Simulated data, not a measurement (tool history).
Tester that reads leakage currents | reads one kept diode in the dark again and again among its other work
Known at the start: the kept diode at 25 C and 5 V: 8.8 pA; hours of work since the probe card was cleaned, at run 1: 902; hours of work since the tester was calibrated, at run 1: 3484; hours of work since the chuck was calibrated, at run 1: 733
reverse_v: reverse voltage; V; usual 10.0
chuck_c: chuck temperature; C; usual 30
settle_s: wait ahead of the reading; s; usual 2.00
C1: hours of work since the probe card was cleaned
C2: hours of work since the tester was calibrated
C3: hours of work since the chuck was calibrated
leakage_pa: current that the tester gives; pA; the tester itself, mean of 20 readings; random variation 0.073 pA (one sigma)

Run 1, hour 0.0: usual settings; C1 902; C2 3484; C3 733. Result: leakage_pa 34.70 pA.
Run 2, hour 126.7: usual settings; C1 985; C2 3566; C3 816. Result: leakage_pa 35.88 pA.
Run 3, hour 220.1: usual settings but reverse_v 3.8 V; C1 1045; C2 3627; C3 876. Result: leakage_pa 19.20 pA.
Run 4, hour 325.9: usual settings but reverse_v 3.8 V; C1 1114; C2 3696; C3 945. Result: leakage_pa 19.65 pA.
Run 5, hour 433.9: usual settings but reverse_v 3.8 V; C1 1184; C2 3766; C3 1015. Result: leakage_pa 20.17 pA.
Run 6, hour 504.5: usual settings but chuck_c 28 C; C1 1230; C2 3812; C3 1061. Result: leakage_pa 38.49 pA.
At hour 512.6: tester calibrated.
Run 7, hour 599.1: usual settings but chuck_c 28 C; C1 1290; C2 56; C3 1121. Result: leakage_pa 39.85 pA.
Run 8, hour 690.5: usual settings but settle_s 4.48 s; C1 1349; C2 116; C3 1180. Result: leakage_pa 42.00 pA.
Run 9, hour 797.3: usual settings but reverse_v 2.4 V, chuck_c 29 C, settle_s 5.54 s; C1 1419; C2 185; C3 1250. Result: leakage_pa 15.29 pA.
Run 10, hour 886.9: usual settings but reverse_v 2.4 V, chuck_c 29 C, settle_s 5.54 s; C1 1477; C2 243; C3 1308. Result: leakage_pa 15.54 pA.
Run 11, hour 983.7: usual settings but chuck_c 34 C, settle_s 0.46 s; C1 1540; C2 306; C3 1370. Result: leakage_pa 56.03 pA.
At hour 1032.4: probe card cleaned and baked.
At hour 1072.4: tester calibrated, once more.
Run 12, hour 1108.4: usual settings but chuck_c 34 C, settle_s 0.46 s; C1 48; C2 23; C3 1448. Result: leakage_pa 26.40 pA.
Run 13, hour 1178.7: usual settings but chuck_c 41 C; C1 94; C2 69; C3 1494. Result: leakage_pa 34.97 pA.
Run 14, hour 1253.0: usual settings but chuck_c 41 C; C1 142; C2 117; C3 1542. Result: leakage_pa 35.88 pA.
Run 15, hour 1355.9: usual settings but reverse_v 6.3 V, chuck_c 35 C, settle_s 0.34 s; C1 209; C2 184; C3 1609. Result: leakage_pa 25.14 pA.
Run 16, hour 1425.3: usual settings but reverse_v 1.4 V, chuck_c 60 C, settle_s 2.22 s; C1 254; C2 229; C3 1654. Result: leakage_pa 49.74 pA.

The same runs without the tool's hidden state, with the same run-to-run variation:
The hidden state here: stray current of the dirty probe card, pA a volt; current scale over the true one, %; true chuck temperature over the reading, C; drift of the gauge itself on leakage_pa, %.
run  leakage_pa
  1       17.92
  2       17.69
  3       11.93
  4       11.92
  5       11.95
  6       15.63
  7       15.66
  8       16.91
  9        9.10
 10        9.14
 11       27.32
 12       27.23
 13       35.95
 14       35.97
 15       24.29
 16       53.19
